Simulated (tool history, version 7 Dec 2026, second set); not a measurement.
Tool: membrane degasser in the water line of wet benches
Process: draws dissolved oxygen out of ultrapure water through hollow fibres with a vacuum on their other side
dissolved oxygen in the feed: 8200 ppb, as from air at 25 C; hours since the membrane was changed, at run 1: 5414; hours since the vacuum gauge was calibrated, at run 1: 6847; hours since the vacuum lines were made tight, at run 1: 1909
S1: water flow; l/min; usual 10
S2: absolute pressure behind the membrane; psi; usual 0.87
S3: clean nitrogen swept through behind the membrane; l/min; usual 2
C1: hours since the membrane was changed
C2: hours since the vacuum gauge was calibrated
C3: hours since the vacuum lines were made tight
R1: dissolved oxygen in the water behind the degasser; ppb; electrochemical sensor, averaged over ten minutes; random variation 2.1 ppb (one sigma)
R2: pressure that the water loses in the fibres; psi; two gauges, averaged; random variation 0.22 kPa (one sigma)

run    hour  S1     S2    S3    C1    C2    C3     R1      R2
  1       0  10   0.87     2  5414  6847  1909  204.1   7.799
  2   147.8  10   0.87     2  5562  6995  2056  203.8   7.802
  3   291.3  10   0.87  1.52  5706  7138  2200    214   7.797
  4   369.4  10   0.87  1.52  5784  7217  2278  215.3   7.746
  5   438.5  10   0.87  1.52  5853  7286  2347  216.7   7.815
  6   561.6  10   0.87  1.52  5976  7409  2470  212.7   7.815
  7   693.5  10   0.87  5.06  6108  7541  2602  184.8   7.744
  8   804.6  10   0.87  5.06  6219  7652  2713  180.8   7.696
  9   921.1  10   0.87  5.06  6335  7768  2830  187.1   7.722
 10  1066.2  10   0.87  5.06  6480  7913  2975  183.5   7.693
 11  1195.8  10   0.87     2  6610  8043  3104  199.7    7.76
 12  1309.1   6  2.134  1.98  6723  8156  3218  104.6    4.64
 13  1445.4   6  1.722  1.98  6860  8292  3354   82.2   4.622
 14    1533   6  1.722  1.98  6947  8380  3442   82.8   4.601
 15  1637.7  16  1.722  3.24  7052  8485  3546  734.3  12.315
 16  1712.2  13  0.628     2  7126  8559  3621  403.1   9.973
     1726.1  -- vacuum gauge calibrated
 17  1852.5  13  0.628     2  7266   126  3761  395.2   9.979
 18  1977.7  13  0.628     2  7391   252  3886  395.1  10.012
 19  2093.1   8  1.363     2  7507   367  4001  130.1   6.148
 20  2196.6   8  1.363     2  7610   470  4105  132.1   6.083
 21  2278.7   7  1.827  0.83  7693   553  4187  222.2   5.307

5 ways to go on from here, each from the tool as it stands after run 21. What would each give?
  A  2372.1  14  1.072  0.83  7786  646  4280   ?   ?
  B  2372.1  11  1.827  1.87  7786  646  4280   ?   ?
  C  2372.1  10   0.87  1.94  7786  646  4280   ?   ?
  D  2372.1   8   0.87   2.7  7786  646  4280   ?   ?
  E  2372.1  14  1.247  0.83  7786  646  4280   ?   ?

run     R1      R2
  A    608  10.708
  B  358.2   8.463
  C  204.1   7.622
  D   92.9   6.129
  E    643  10.756
Without the tool's hidden state the same runs would have given:
run     R1      R2
  A  606.7  10.894
  B  357.3   8.608
  C  203.4   7.754
  D   92.6   6.235
  E  641.6  10.943
